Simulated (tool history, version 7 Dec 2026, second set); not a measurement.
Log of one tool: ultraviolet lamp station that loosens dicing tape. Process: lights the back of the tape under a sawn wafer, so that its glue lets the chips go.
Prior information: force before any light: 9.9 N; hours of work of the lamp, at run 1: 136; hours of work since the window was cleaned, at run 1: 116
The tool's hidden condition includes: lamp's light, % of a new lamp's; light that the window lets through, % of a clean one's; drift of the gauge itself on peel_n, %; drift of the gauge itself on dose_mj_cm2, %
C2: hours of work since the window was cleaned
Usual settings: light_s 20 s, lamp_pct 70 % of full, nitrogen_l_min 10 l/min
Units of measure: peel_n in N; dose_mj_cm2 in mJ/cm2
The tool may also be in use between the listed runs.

Run 1, hour 0: usual settings; hours of work of the lamp 136; C2 116. Result: peel_n 0.502 N, dose_mj_cm2 386 mJ/cm2.
Run 2, hour 6.2: usual settings; hours of work of the lamp 141; C2 121. Result: peel_n 0.494 N, dose_mj_cm2 392 mJ/cm2.
Run 3, hour 13: usual settings but light_s 22 s; hours of work of the lamp 146; C2 127. Result: peel_n 0.408 N, dose_mj_cm2 421 mJ/cm2.
Run 4, hour 25.2: usual settings but light_s 22 s; hours of work of the lamp 156; C2 136. Result: peel_n 0.421 N, dose_mj_cm2 427 mJ/cm2.
Run 5, hour 37.3: usual settings but light_s 22 s; hours of work of the lamp 165; C2 146. Result: peel_n 0.432 N, dose_mj_cm2 415 mJ/cm2.
Run 6, hour 46.6: usual settings but nitrogen_l_min 15 l/min; hours of work of the lamp 173; C2 153. Result: peel_n 0.366 N, dose_mj_cm2 377 mJ/cm2.
Run 7, hour 57.7: usual settings but nitrogen_l_min 15 l/min; hours of work of the lamp 181; C2 162. Result: peel_n 0.38 N, dose_mj_cm2 375 mJ/cm2.
Run 8, hour 70.3: usual settings; hours of work of the lamp 191; C2 172. Result: peel_n 0.57 N, dose_mj_cm2 371 mJ/cm2.
Run 9, hour 77.3: usual settings; hours of work of the lamp 197; C2 177. Result: peel_n 0.571 N, dose_mj_cm2 369 mJ/cm2.
Run 10, hour 87.5: usual settings; hours of work of the lamp 205; C2 185. Result: peel_n 0.585 N, dose_mj_cm2 368 mJ/cm2.
Run 11, hour 93.9: usual settings; hours of work of the lamp 210; C2 190. Result: peel_n 0.575 N, dose_mj_cm2 365 mJ/cm2.
Run 12, hour 101.7: usual settings; hours of work of the lamp 216; C2 196. Result: peel_n 0.596 N, dose_mj_cm2 365 mJ/cm2.
Run 13, hour 113.7: usual settings; hours of work of the lamp 225; C2 206. Result: peel_n 0.609 N, dose_mj_cm2 359 mJ/cm2.
Run 14, hour 125.6: usual settings but light_s 21 s; hours of work of the lamp 235; C2 215. Result: peel_n 0.563 N, dose_mj_cm2 372 mJ/cm2.
At hour 127.4: window cleaned of glue's vapour.
Run 15, hour 135: usual settings but lamp_pct 72 % of full; hours of work of the lamp 242; C2 6. Result: peel_n 0.645 N, dose_mj_cm2 358 mJ/cm2.
Run 16, hour 141.8: usual settings but nitrogen_l_min 5 l/min; hours of work of the lamp 247; C2 11. Result: peel_n 1.272 N, dose_mj_cm2 342 mJ/cm2.
Run 17, hour 149.9: usual settings but nitrogen_l_min 5 l/min; hours of work of the lamp 253; C2 18. Result: peel_n 1.303 N, dose_mj_cm2 340 mJ/cm2.
Run 18, hour 159.6: usual settings but nitrogen_l_min 5 l/min; hours of work of the lamp 261; C2 25. Result: peel_n 1.308 N, dose_mj_cm2 338 mJ/cm2.
Run 19, hour 166.1: usual settings but nitrogen_l_min 5 l/min; hours of work of the lamp 266; C2 30. Result: peel_n 1.321 N, dose_mj_cm2 336 mJ/cm2.
Run 20, hour 179.4: usual settings but nitrogen_l_min 5 l/min; hours of work of the lamp 276; C2 41. Result: peel_n 1.36 N, dose_mj_cm2 331 mJ/cm2.
Run 21, hour 190.1: usual settings; hours of work of the lamp 285; C2 49. Result: peel_n 0.734 N, dose_mj_cm2 329 mJ/cm2.
At hour 197.7: window cleaned of glue's vapour, once more.
Run 22, hour 197.7: usual settings but light_s 25 s, nitrogen_l_min 3 l/min; hours of work of the lamp 290; C2 0. Result: peel_n 0.901 N, dose_mj_cm2 510 mJ/cm2.
Run 23, hour 212.9: usual settings but light_s 25 s, nitrogen_l_min 3 l/min; hours of work of the lamp 302; C2 12. Result: peel_n 0.858 N, dose_mj_cm2 509 mJ/cm2.
Run 24, hour 221.6: usual settings but light_s 15 s, lamp_pct 71 % of full, nitrogen_l_min 3 l/min; hours of work of the lamp 309; C2 19. Result: peel_n 2.192 N, dose_mj_cm2 305 mJ/cm2.
Run 25, hour 233.8: usual settings but light_s 15 s, lamp_pct 71 % of full, nitrogen_l_min 3 l/min; hours of work of the lamp 319; C2 28. Result: peel_n 2.347 N, dose_mj_cm2 303 mJ/cm2.
Run 26, hour 242.3: usual settings but nitrogen_l_min 5 l/min; hours of work of the lamp 325; C2 35. Result: peel_n 0.952 N, dose_mj_cm2 399 mJ/cm2.
Run 27, hour 250.1: usual settings but nitrogen_l_min 5 l/min; hours of work of the lamp 331; C2 41. Result: peel_n 0.938 N, dose_mj_cm2 398 mJ/cm2.
Run 28, hour 264.4: usual settings but light_s 10 s, lamp_pct 89 % of full; hours of work of the lamp 343; C2 52. Result: peel_n 1.378 N, dose_mj_cm2 245 mJ/cm2.
Run 29, hour 276.3: usual settings but lamp_pct 91 % of full, nitrogen_l_min 15 l/min; hours of work of the lamp 352; C2 62. Result: peel_n 0.21 N, dose_mj_cm2 512 mJ/cm2.
Run 30, hour 289.9: usual settings but light_s 21 s; hours of work of the lamp 363; C2 72. Result: peel_n 0.46 N, dose_mj_cm2 408 mJ/cm2.
Run 31, hour 300.5: usual settings but light_s 29 s, nitrogen_l_min 6 l/min; hours of work of the lamp 371; C2 81. Result: peel_n 0.38 N, dose_mj_cm2 548 mJ/cm2.
Run 32, hour 315.4: usual settings but light_s 23 s, lamp_pct 68 % of full, nitrogen_l_min 15 l/min; hours of work of the lamp 383; C2 92. Result: peel_n 0.292 N, dose_mj_cm2 424 mJ/cm2.
Run 33, hour 322.1: usual settings but light_s 38 s, lamp_pct 81 % of full, nitrogen_l_min 12 l/min; hours of work of the lamp 388; C2 98. Result: peel_n 0.151 N, dose_mj_cm2 830 mJ/cm2.
Run 34, hour 331.2: usual settings but light_s 39 s, lamp_pct 66 % of full, nitrogen_l_min 19 l/min; hours of work of the lamp 395; C2 105. Result: peel_n 0.164 N, dose_mj_cm2 693 mJ/cm2.
Run 35, hour 339.7: usual settings but light_s 30 s, lamp_pct 67 % of full; hours of work of the lamp 402; C2 111. Result: peel_n 0.25 N, dose_mj_cm2 536 mJ/cm2.
Run 36, hour 351.1: usual settings but lamp_pct 63 % of full, nitrogen_l_min 16 l/min; hours of work of the lamp 411; C2 120. Result: peel_n 0.474 N, dose_mj_cm2 335 mJ/cm2.
Run 37, hour 362: usual settings but light_s 13 s, nitrogen_l_min 7 l/min; hours of work of the lamp 419; C2 129. Result: peel_n 1.869 N, dose_mj_cm2 238 mJ/cm2.
Run 38, hour 374.8: usual settings but light_s 12 s, lamp_pct 65 % of full, nitrogen_l_min 16 l/min; hours of work of the lamp 429; C2 139. Result: peel_n 1.383 N, dose_mj_cm2 203 mJ/cm2.
Run 39, hour 385.9: usual settings but light_s 12 s, lamp_pct 65 % of full; hours of work of the lamp 438; C2 148. Result: peel_n 1.9 N, dose_mj_cm2 201 mJ/cm2.
Run 40, hour 399: usual settings but light_s 36 s, nitrogen_l_min 7 l/min; hours of work of the lamp 448; C2 158. Result: peel_n 0.238 N, dose_mj_cm2 641 mJ/cm2.
Run 41, hour 406.6: usual settings but light_s 36 s, nitrogen_l_min 7 l/min; hours of work of the lamp 454; C2 164. Result: peel_n 0.239 N, dose_mj_cm2 640 mJ/cm2.
Run 42, hour 418.7: usual settings but light_s 36 s, nitrogen_l_min 7 l/min; hours of work of the lamp 464; C2 173. Result: peel_n 0.242 N, dose_mj_cm2 636 mJ/cm2.

Consider 4 possible next runs. They are alternatives, not a sequence: every one starts from the tool as it was left by run 42. What does each give?
Run A, hour 430.2: usual settings but light_s 18 s, lamp_pct 83 % of full; hours of work of the lamp 473; C2 182. Result: peel_n ?, dose_mj_cm2 ?.
Run B, hour 430.2: usual settings but light_s 25 s, nitrogen_l_min 20 l/min; hours of work of the lamp 473; C2 182. Result: peel_n ?, dose_mj_cm2 ?.
Run C, hour 430.2: usual settings but light_s 40 s, nitrogen_l_min 7 l/min; hours of work of the lamp 473; C2 182. Result: peel_n ?, dose_mj_cm2 ?.
Run D, hour 430.2: usual settings but light_s 36 s, nitrogen_l_min 12 l/min; hours of work of the lamp 473; C2 182. Result: peel_n ?, dose_mj_cm2 ?.

run  peel_n  dose_mj_cm2
  A   0.548          376
  B    0.23          435
  C   0.208          702
  D   0.174          633
With the hidden condition removed and each run's random variation left untouched, the same runs would have given:
run  peel_n  dose_mj_cm2
  A   0.333          467
  B   0.177          540
  C   0.169          872
  D   0.153          785
